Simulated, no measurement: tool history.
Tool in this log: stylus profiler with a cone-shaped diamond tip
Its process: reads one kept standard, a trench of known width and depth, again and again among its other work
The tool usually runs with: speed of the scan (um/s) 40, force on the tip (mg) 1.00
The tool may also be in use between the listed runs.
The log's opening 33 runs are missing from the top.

| run | hour | speed of the scan (um/s) | force on the tip (mg) | depth of the trench (angstrom) | width of the trench's floor (nm) |
|---|---|---|---|---|---|
| 34 | 1910.7 | 84 | 0.54 | 5018.8 | 43660 |
| 35 | 1946.2 | 28 | 2.30 | 5064.6 | 44390 |
| 36 | 1996.1 | 28 | 2.30 | 5068.1 | 44310 |
| 37 | 2033.0 | 28 | 2.30 | 5066.7 | 44310 |
| 38 | 2081.1 | 31 | 2.30 | 5061.8 | 44290 |
| 39 | 2122.6 | 90 | 1.64 | 5048.4 | 43900 |
| 40 | 2183.8 | 90 | 1.64 | 5045.0 | 43830 |
| 41 | 2251.3 | 33 | 1.00 | 5029.4 | 44050 |
| 42 | 2331.1 | 101 | 0.35 | 5005.8 | 42970 |
|  | 2366.1 | new tip fitted, height scale calibrated |
| 43 | 2373.0 | 48 | 0.52 | 5027.1 | 46470 |
| 44 | 2418.1 | 48 | 0.52 | 5027.6 | 46430 |
| 45 | 2491.3 | 62 | 0.51 | 5023.9 | 46170 |

3 options for the next run, each taken on its own from the tool as it stands now. Forecast them:
| A | 2530.4 | 74 | 1.24 | ? | ? |
| B | 2530.4 | 98 | 1.29 | ? | ? |
| C | 2530.4 | 62 | 2.45 | ? | ? |

| run | depth of the trench (angstrom) | width of the trench's floor (nm) |
|---|---|---|
| A | 5047.8 | 46330 |
| B | 5051.6 | 46150 |
| C | 5081.7 | 46520 |
With the hidden condition removed and each run's random variation left untouched, the same runs would have given:
| run | depth of the trench (angstrom) | width of the trench's floor (nm) |
|---|---|---|
| A | 5050.7 | 46530 |
| B | 5054.5 | 46350 |
| C | 5084.6 | 46720 |
